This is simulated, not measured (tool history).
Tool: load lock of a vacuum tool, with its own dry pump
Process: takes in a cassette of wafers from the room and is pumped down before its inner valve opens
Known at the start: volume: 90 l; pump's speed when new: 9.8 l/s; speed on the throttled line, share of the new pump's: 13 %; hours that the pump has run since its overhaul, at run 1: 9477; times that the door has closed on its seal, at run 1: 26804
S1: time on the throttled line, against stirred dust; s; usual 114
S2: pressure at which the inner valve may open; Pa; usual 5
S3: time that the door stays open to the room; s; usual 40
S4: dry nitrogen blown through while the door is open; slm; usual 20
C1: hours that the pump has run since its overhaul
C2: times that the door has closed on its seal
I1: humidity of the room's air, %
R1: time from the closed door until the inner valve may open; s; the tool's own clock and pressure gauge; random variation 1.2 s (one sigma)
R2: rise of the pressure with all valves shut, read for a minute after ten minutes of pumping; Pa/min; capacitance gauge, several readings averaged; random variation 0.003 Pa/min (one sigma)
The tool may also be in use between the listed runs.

Run 1, hour 0: usual settings; C1 9477; C2 26804; I1 46.5. Result: R1 215.9 s, R2 0.403 Pa/min.
At hour 64.5: dry pump taken out, an overhauled one fitted.
Run 2, hour 344.3: usual settings; C1 280; C2 28093; I1 45.7. Result: R1 193.2 s, R2 0.419 Pa/min.
Run 3, hour 751.4: usual settings; C1 687; C2 29645; I1 45.1. Result: R1 192.3 s, R2 0.458 Pa/min.
Run 4, hour 1196.2: usual settings; C1 1132; C2 31340; I1 45.7. Result: R1 194.7 s, R2 0.502 Pa/min.
Run 5, hour 1583.2: usual settings; C1 1519; C2 32814; I1 37.7. Result: R1 192.3 s, R2 0.542 Pa/min.
Run 6, hour 2037.9: usual settings but S4 13 slm; C1 1973; C2 34547; I1 47.9. Result: R1 197.5 s, R2 0.594 Pa/min.
At hour 2246: door's seal changed, seat wiped.
Run 7, hour 2585.3: usual settings but S4 13 slm; C1 2519; C2 1292; I1 43. Result: R1 196.8 s, R2 0.043 Pa/min.
Run 8, hour 3045.5: usual settings but S4 13 slm; C1 2979; C2 3046; I1 47.5. Result: R1 197.9 s, R2 0.05 Pa/min.
Run 9, hour 3307.5: usual settings but S4 7 slm; C1 3242; C2 4045; I1 44.7. Result: R1 197.8 s, R2 0.061 Pa/min.
Run 10, hour 3767.4: usual settings; C1 3701; C2 5798; I1 42.6. Result: R1 199.7 s, R2 0.057 Pa/min.
Run 11, hour 4168.7: usual settings; C1 4103; C2 7327; I1 46. Result: R1 200.3 s, R2 0.075 Pa/min.
Run 12, hour 4720.2: usual settings but S3 27 s, S4 6 slm; C1 4654; C2 9429; I1 41. Result: R1 204 s, R2 0.095 Pa/min.
Run 13, hour 5088.9: usual settings but S1 148 s, S4 5 slm; C1 5023; C2 10834; I1 43.6. Result: R1 235.3 s, R2 0.118 Pa/min.
Run 14, hour 5513.2: usual settings but S1 148 s, S2 6 Pa, S3 159 s, S4 5 slm; C1 5447; C2 12450; I1 44.8. Result: R1 232.7 s, R2 0.163 Pa/min.
Run 15, hour 5929.1: usual settings but S2 7 Pa; C1 5863; C2 14035; I1 45.6. Result: R1 201.3 s, R2 0.156 Pa/min.
Run 16, hour 6258.5: usual settings but S1 212 s, S2 8 Pa; C1 6193; C2 15291; I1 42.5. Result: R1 282.7 s, R2 0.161 Pa/min.
Run 17, hour 6623.6: usual settings but S1 212 s, S2 8 Pa, S3 36 s, S4 12 slm; C1 6558; C2 16682; I1 45.5. Result: R1 286.7 s, R2 0.19 Pa/min.
Run 18, hour 7166: usual settings but S1 212 s, S2 8 Pa, S3 36 s, S4 12 slm; C1 7100; C2 18749; I1 46.3. Result: R1 289.9 s, R2 0.237 Pa/min.
Run 19, hour 7641.6: usual settings but S1 137 s, S2 4 Pa, S3 95 s, S4 7 slm; C1 7576; C2 20561; I1 48.6. Result: R1 236 s, R2 0.283 Pa/min.
Run 20, hour 8082.8: usual settings but S1 98 s, S2 4 Pa, S3 95 s, S4 12 slm; C1 8017; C2 22243; I1 47. Result: R1 203.2 s, R2 0.309 Pa/min.
Run 21, hour 8492: usual settings but S1 98 s, S2 4 Pa, S3 95 s, S4 12 slm; C1 8426; C2 23802; I1 43.5. Result: R1 205.2 s, R2 0.326 Pa/min.
Run 22, hour 8840.6: usual settings but S2 4 Pa, S4 39 slm; C1 8775; C2 25131; I1 44.5. Result: R1 218.7 s, R2 0.336 Pa/min.

Forecast each of these 4 alternatives for the next run:
Run A, hour 9324.3: usual settings but S2 8 Pa, S3 72 s; C1 9258; C2 26974; I1 45.1. Result: R1 ?, R2 ?.
Run B, hour 9324.3: usual settings but S1 194 s, S2 9 Pa, S4 28 slm; C1 9258; C2 26974; I1 44.9. Result: R1 ?, R2 ?.
Run C, hour 9324.3: usual settings but S1 82 s, S2 4 Pa, S3 168 s, S4 39 slm; C1 9258; C2 26974; I1 46.8. Result: R1 ?, R2 ?.
Run D, hour 9324.3: usual settings but S1 72 s, S4 7 slm; C1 9258; C2 26974; I1 50. Result: R1 ?, R2 ?.

run     R1     R2
  A  210.1  0.383
  B  272.7  0.381
  C  195.6  0.387
  D  181.5  0.397
Without the tool's hidden state the same runs would have given:
run     R1     R2
  A  186.7  0.036
  B    253   0.03
  C  167.5  0.031
  D  154.4  0.044
